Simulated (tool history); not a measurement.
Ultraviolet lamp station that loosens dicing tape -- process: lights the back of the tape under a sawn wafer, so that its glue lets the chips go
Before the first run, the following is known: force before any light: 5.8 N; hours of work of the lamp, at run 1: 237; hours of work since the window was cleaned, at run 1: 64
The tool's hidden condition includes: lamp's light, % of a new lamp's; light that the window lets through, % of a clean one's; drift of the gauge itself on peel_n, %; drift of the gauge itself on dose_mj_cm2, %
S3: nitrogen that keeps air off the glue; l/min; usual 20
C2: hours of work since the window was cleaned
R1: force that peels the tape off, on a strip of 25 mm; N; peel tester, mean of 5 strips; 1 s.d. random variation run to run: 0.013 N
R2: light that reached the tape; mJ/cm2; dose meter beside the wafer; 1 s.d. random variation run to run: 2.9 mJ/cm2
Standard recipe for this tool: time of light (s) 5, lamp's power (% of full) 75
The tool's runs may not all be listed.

Run 1, day 0: usual settings; hours of work of the lamp 237; C2 64. Result: R1 0.626 N, R2 421 mJ/cm2.
Run 2, day 1.171: usual settings; hours of work of the lamp 250; C2 77. Result: R1 0.6 N, R2 416 mJ/cm2.
Run 3, day 2.467: usual settings; hours of work of the lamp 264; C2 91. Result: R1 0.626 N, R2 413 mJ/cm2.
Run 4, day 3.704: usual settings but lamp's power (% of full) 81; hours of work of the lamp 277; C2 104. Result: R1 0.521 N, R2 445 mJ/cm2.
Run 5, day 4.579: usual settings but lamp's power (% of full) 81; hours of work of the lamp 287; C2 114. Result: R1 0.54 N, R2 448 mJ/cm2.
Run 6, day 5.917: usual settings but lamp's power (% of full) 81; hours of work of the lamp 301; C2 128. Result: R1 0.525 N, R2 451 mJ/cm2.
Run 7, day 7.125: usual settings but lamp's power (% of full) 81; hours of work of the lamp 314; C2 141. Result: R1 0.527 N, R2 453 mJ/cm2.
Run 8, day 8.571: usual settings but lamp's power (% of full) 60; hours of work of the lamp 330; C2 157. Result: R1 0.963 N, R2 337 mJ/cm2.
Run 9, day 9.275: usual settings but lamp's power (% of full) 60; hours of work of the lamp 338; C2 164. Result: R1 0.945 N, R2 335 mJ/cm2.
Run 10, day 10.175: usual settings but time of light (s) 3, lamp's power (% of full) 63, S3 39 l/min; hours of work of the lamp 347; C2 174. Result: R1 1.345 N, R2 208 mJ/cm2.
Run 11, day 11.575: usual settings but lamp's power (% of full) 60, S3 24 l/min; hours of work of the lamp 363; C2 189. Result: R1 0.816 N, R2 331 mJ/cm2.

What will run 12 give?
Run 12, day 12.496: usual settings but lamp's power (% of full) 60, S3 24 l/min; hours of work of the lamp 373; C2 199. Result: R1 ?, R2 ?.

R1: 0.819 N
R2: 331 mJ/cm2
Without the tool's hidden state the same run would have given R1 0.816 N, R2 331 mJ/cm2.
